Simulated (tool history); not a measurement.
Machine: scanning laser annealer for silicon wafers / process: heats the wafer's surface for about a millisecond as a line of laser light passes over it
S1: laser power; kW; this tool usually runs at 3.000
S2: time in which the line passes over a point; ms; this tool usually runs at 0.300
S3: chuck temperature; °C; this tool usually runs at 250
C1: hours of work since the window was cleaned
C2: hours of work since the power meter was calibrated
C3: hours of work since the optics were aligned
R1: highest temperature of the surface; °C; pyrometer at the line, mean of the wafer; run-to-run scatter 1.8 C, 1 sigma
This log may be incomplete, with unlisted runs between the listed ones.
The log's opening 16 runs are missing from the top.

run	hour	S1	S2	S3	C1	C2	C3	R1
17	383.1	2.600	0.300	250	188	305	629	923
18	410.6	3.000	0.273	250	206	324	647	988
19	431.7	3.000	0.273	250	221	339	662	986
20	464.0	3.000	0.300	250	243	361	684	1018
21	488.8	2.586	0.300	213	260	377	701	877
22	512.9	3.209	0.237	258	276	394	717	990
23	542.7	3.209	0.237	258	297	414	738	990
24	574.3	3.209	0.237	258	318	436	759	990
25	604.4	2.729	0.283	226	339	456	780	903
# hour 613.6: optics aligned, line set to its width
26	626.1	2.655	0.378	228	350	468	9	985
27	646.6	3.206	0.226	250	364	482	23	966
28	676.9	2.582	0.300	235	385	502	43	898
29	692.1	2.582	0.223	251	395	513	54	828
30	716.7	2.847	0.251	211	412	529	70	879
31	729.7	2.914	0.334	211	421	538	79	986
32	753.6	2.914	0.211	274	437	554	95	905
33	784.7	2.914	0.211	274	458	576	117	903
34	804.9	2.925	0.256	250	472	589	130	937
35	835.2	2.713	0.256	219	492	610	151	858
36	867.0	2.713	0.256	219	514	632	173	857
37	894.7	2.985	0.365	252	533	651	192	1069
38	909.2	3.069	0.365	245	543	661	201	1082
39	936.5	3.069	0.365	245	561	679	220	1083
40	961.0	3.069	0.365	245	578	696	237	1081

Here are 5 independent what-if runs from the current tool condition. What would each one return?
A	984.8	3.265	0.354	225	594	712	253	?
B	984.8	2.740	0.358	245	594	712	253	?
C	984.8	2.673	0.365	236	594	712	253	?
D	984.8	2.860	0.374	250	594	712	253	?
E	984.8	3.278	0.283	227	594	712	253	?

run	R1
A	1099
B	991
C	965
D	1041
E	1021
Without the tool's hidden state the same runs would have given:
run	R1
A	1157
B	1040
C	1013
D	1093
E	1073
